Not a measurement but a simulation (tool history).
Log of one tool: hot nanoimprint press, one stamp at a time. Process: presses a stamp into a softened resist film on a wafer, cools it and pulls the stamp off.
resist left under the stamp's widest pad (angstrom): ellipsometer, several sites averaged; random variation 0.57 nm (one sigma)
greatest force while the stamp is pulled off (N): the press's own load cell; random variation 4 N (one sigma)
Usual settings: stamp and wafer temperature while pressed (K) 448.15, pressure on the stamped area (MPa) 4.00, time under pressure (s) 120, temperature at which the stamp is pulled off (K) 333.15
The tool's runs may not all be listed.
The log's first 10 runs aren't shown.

run,day,stamp and wafer temperature while pressed (K),pressure on the stamped area (MPa),time under pressure (s),temperature at which the stamp is pulled off (K),hours of work since the thermocouple was calibrated,imprints on the stamp's release coat,hours of work since the press's seals were changed,resist left under the stamp's widest pad (angstrom),greatest force while the stamp is pulled off (N)
# day 15.421: press's hydraulic seals changed and the load cell set to zero
11,16.000,448.15,4.12,120,333.15,287,823,11,930,232
12,17.033,448.15,4.12,120,333.15,307,973,31,936,243
13,18.333,448.15,4.12,120,333.15,332,1162,55,932,246
# day 18.558: plate thermocouple calibrated
# day 18.808: stamp cleaned and given a new release coat
14,20.696,448.15,4.12,120,333.15,36,274,93,939,209
15,21.633,448.15,4.12,120,333.15,54,409,111,939,214
16,23.583,448.15,4.12,120,333.15,90,693,148,959,239
17,24.783,448.15,4.12,120,333.15,113,866,170,949,235
# day 25.654: plate thermocouple calibrated, once more
18,25.996,448.15,4.04,120,328.15,6,1024,191,914,260
# day 27.312: stamp cleaned and given a new release coat
19,28.021,448.15,4.04,102,323.15,40,102,225,974,205
20,29.942,448.15,4.04,102,323.15,76,381,261,990,222
21,31.650,448.15,4.04,102,323.15,109,629,293,989,248
22,33.867,438.15,2.71,73,329.15,151,950,335,1653,242
23,34.954,438.15,2.71,186,329.15,171,1107,356,1398,252
# day 35.650: stamp cleaned and given a new release coat
24,36.354,453.15,2.71,127,334.15,193,103,378,919,201
25,37.971,460.15,4.40,136,322.15,224,337,408,539,230
26,39.862,448.15,6.12,120,329.15,260,611,444,782,223
27,41.842,447.15,6.12,127,325.15,297,898,482,804,246
# day 44.058: stamp cleaned and given a new release coat
28,44.354,447.15,6.12,127,325.15,340,43,525,810,214
# day 45.217: plate thermocouple calibrated
29,46.167,447.15,6.12,127,325.15,18,288,557,768,217
30,47.775,447.15,2.54,134,325.15,48,521,587,1143,234

Forecast each of these 3 alternatives for the next run:
A,49.388,449.15,2.54,134,325.15,79,755,618,?,?
B,49.388,448.15,4.00,112,333.15,79,755,618,?,?
C,49.388,447.15,2.54,134,337.15,79,755,618,?,?

run,resist left under the stamp's widest pad (angstrom),greatest force while the stamp is pulled off (N)
A,1060,244
B,966,221
C,1140,224
Without the tool's hidden state the same runs would have given:
run,resist left under the stamp's widest pad (angstrom),greatest force while the stamp is pulled off (N)
A,1039,205
B,943,186
C,1118,188

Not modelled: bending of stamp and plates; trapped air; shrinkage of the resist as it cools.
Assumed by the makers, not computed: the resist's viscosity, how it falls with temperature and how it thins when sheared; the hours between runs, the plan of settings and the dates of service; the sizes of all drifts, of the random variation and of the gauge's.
